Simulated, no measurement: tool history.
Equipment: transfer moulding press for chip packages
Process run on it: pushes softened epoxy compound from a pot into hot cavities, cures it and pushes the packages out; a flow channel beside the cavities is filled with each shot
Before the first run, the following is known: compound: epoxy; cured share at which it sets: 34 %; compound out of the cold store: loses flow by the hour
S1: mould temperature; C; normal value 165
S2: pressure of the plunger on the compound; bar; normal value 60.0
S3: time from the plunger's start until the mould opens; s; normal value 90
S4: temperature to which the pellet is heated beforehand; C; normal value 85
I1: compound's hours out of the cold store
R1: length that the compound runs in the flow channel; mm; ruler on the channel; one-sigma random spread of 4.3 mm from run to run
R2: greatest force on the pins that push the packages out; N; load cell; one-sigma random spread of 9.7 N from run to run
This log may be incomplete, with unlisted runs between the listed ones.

run,day,S1,S2,S3,S4,I1,R1,R2
1,0.000,165,60.0,90,85,13.1,709,456
2,1.925,165,60.0,90,85,35.6,660,595
3,2.950,165,60.0,90,85,9.1,696,630
# day 3.725: cavities cleaned with cleaning compound and waxed
4,4.254,165,60.0,90,85,44.3,637,508
5,5.642,165,60.0,90,85,9.5,695,569
6,7.250,165,60.0,90,83,38.7,632,636
# day 7.458: cavities cleaned with cleaning compound and waxed
7,8.450,165,73.5,90,85,34.8,705,525
8,9.929,165,68.9,90,85,35.9,671,649
# day 11.254: cavities cleaned with cleaning compound and waxed
9,11.738,165,68.9,90,85,43.2,669,497
10,12.788,165,68.9,90,85,24.2,688,591
# day 13.367: plunger's sealing rings changed
11,14.325,165,68.9,90,85,38.1,724,631
# day 15.112: cavities cleaned with cleaning compound and waxed
12,16.425,165,68.9,90,85,32.8,720,558
13,18.325,165,52.2,90,85,27.2,639,652
# day 18.879: cavities cleaned with cleaning compound and waxed
14,19.321,165,52.2,90,85,46.1,613,494
15,20.717,165,52.2,72,85,44.6,606,837
16,21.775,165,54.4,96,93,32.1,633,606
# day 22.712: cavities cleaned with cleaning compound and waxed
17,23.096,165,54.4,96,93,47.7,604,476
# day 24.692: mould's thermocouples calibrated
18,25.112,165,54.4,96,93,27.7,617,595
# day 26.646: cavities cleaned with cleaning compound and waxed
19,27.238,158,74.3,107,86,22.7,751,542
20,28.358,158,74.3,107,86,18.9,762,628
21,29.850,159,60.0,90,84,46.1,631,809
# day 30.388: cavities cleaned with cleaning compound and waxed
22,31.967,158,47.2,118,80,17.0,603,566
23,33.104,171,60.0,90,85,43.6,599,576
# day 33.438: plunger's sealing rings changed
# day 34.233: cavities cleaned with cleaning compound and waxed
24,35.050,171,60.0,90,85,25.3,679,459
25,35.933,169,60.0,90,91,10.3,712,539
26,36.854,169,60.0,90,91,30.9,670,562
27,37.746,166,71.8,79,86,10.7,778,745

Consider 5 possible next runs. They are alternatives, not a sequence: every one starts from the tool as it was left by run 27. What does each give?
# day 37.946: cavities cleaned with cleaning compound and waxed
A,39.292,166,71.8,79,84,14.7,?,?
# day 37.946: cavities cleaned with cleaning compound and waxed
B,39.292,166,71.8,123,86,29.6,?,?
# day 37.946: cavities cleaned with cleaning compound and waxed
C,39.292,165,60.0,90,85,37.0,?,?
# day 37.946: cavities cleaned with cleaning compound and waxed
D,39.292,166,62.8,115,78,39.4,?,?
# day 37.946: cavities cleaned with cleaning compound and waxed
E,39.292,166,62.2,99,86,41.1,?,?

run,R1,R2
A,765,660
B,739,507
C,674,548
D,678,494
E,653,490
Without the tool's hidden state the same runs would have given:
run,R1,R2
A,786,522
B,759,404
C,693,434
D,697,393
E,671,391
